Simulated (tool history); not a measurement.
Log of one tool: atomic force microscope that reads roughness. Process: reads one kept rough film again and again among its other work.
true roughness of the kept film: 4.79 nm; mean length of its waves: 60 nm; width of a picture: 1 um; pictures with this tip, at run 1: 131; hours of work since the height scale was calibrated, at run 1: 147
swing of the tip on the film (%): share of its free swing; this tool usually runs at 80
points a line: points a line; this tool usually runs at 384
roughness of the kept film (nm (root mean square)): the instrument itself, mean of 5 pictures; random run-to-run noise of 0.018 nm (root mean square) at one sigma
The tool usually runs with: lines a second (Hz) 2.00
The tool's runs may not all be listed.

run	hour	lines a second (Hz)	swing of the tip on the film (%)	points a line	pictures with this tip	hours of work since the height scale was calibrated	roughness of the kept film (nm (root mean square))
1	0.0	2.00	80	384	131	147	4.218
2	48.5	2.00	80	384	175	170	4.129
3	85.2	2.00	80	384	208	188	4.098
4	145.6	2.00	80	384	263	217	4.076
# hour 177.6: new tip fitted
5	181.0	2.00	86	384	3	234	4.206
6	240.2	2.00	80	536	56	263	4.248
7	273.8	2.00	80	536	87	279	4.212
8	340.4	2.00	80	303	147	311	4.170
9	368.1	2.00	80	303	172	325	4.157
10	429.5	2.00	80	303	227	355	4.106
11	494.4	2.00	80	303	286	386	4.035
# hour 500.1: new tip fitted
12	525.8	1.38	83	958	23	401	4.357
13	589.6	1.38	83	958	80	432	4.273
14	623.1	0.52	79	272	111	448	4.425
15	663.4	0.52	79	272	147	468	4.393
16	705.2	0.52	79	272	185	488	4.343
17	771.5	2.00	79	441	245	520	4.094
# hour 824.5: new tip fitted
18	834.8	1.91	82	256	10	551	4.239
19	870.3	0.62	82	362	42	568	4.504
20	905.7	0.62	82	1006	74	585	4.435
21	942.2	1.81	82	1006	107	603	4.221

Estimate the outcome of run 22 from the log above:
22	989.3	0.90	82	867	149	626	?

{"run 22": {"roughness of the kept film (nm (root mean square))": 4.314}}
Minus the tool's unlogged condition, the same run would have read roughness of the kept film (nm (root mean square)) 4.463.
